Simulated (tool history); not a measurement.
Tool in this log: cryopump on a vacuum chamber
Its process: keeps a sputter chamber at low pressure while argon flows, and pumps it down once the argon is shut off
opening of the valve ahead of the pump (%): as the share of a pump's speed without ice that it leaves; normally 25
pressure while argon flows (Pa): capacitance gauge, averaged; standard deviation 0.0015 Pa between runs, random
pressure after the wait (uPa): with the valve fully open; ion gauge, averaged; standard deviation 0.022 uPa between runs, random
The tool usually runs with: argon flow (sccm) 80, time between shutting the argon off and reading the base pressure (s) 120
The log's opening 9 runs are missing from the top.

run   hour  argon flow (sccm)  time between shutting the argon off and reading the base pressure (s)  opening of the valve ahead of the pump (%)  pressure while argon flows (Pa)  pressure after the wait (uPa)
 10  145.2                 76                                                                    120                                          25                           0.3325                           1.99
 11  164.5                 40                                                                    120                                          25                           0.1753                           2.03
 12  185.7                 40                                                                    120                                          25                           0.1751                           2.05
 13  198.4                 40                                                                    120                                          25                           0.1755                           2.05
 14  210.8                 40                                                                    120                                          25                           0.1765                           2.01
 15  225.6                107                                                                    120                                          25                           0.4697                            2.1
 16  236.7                107                                                                    120                                          27                           0.4355                           2.02
 17  252.1                 80                                                                    120                                          25                           0.3529                           2.09
 18    264                 41                                                                     25                                          50                           0.0922                           3.76

Run 19, settings as shown, results not yet in. Your forecast:
 19  275.7                132                                                                     67                                          51                                ?                              ?

pressure while argon flows (Pa): 0.2903
pressure after the wait (uPa): 2.49
Minus the tool's unlogged condition, the same run would have read pressure while argon flows (Pa) 0.2775, pressure after the wait (uPa) 0.99.

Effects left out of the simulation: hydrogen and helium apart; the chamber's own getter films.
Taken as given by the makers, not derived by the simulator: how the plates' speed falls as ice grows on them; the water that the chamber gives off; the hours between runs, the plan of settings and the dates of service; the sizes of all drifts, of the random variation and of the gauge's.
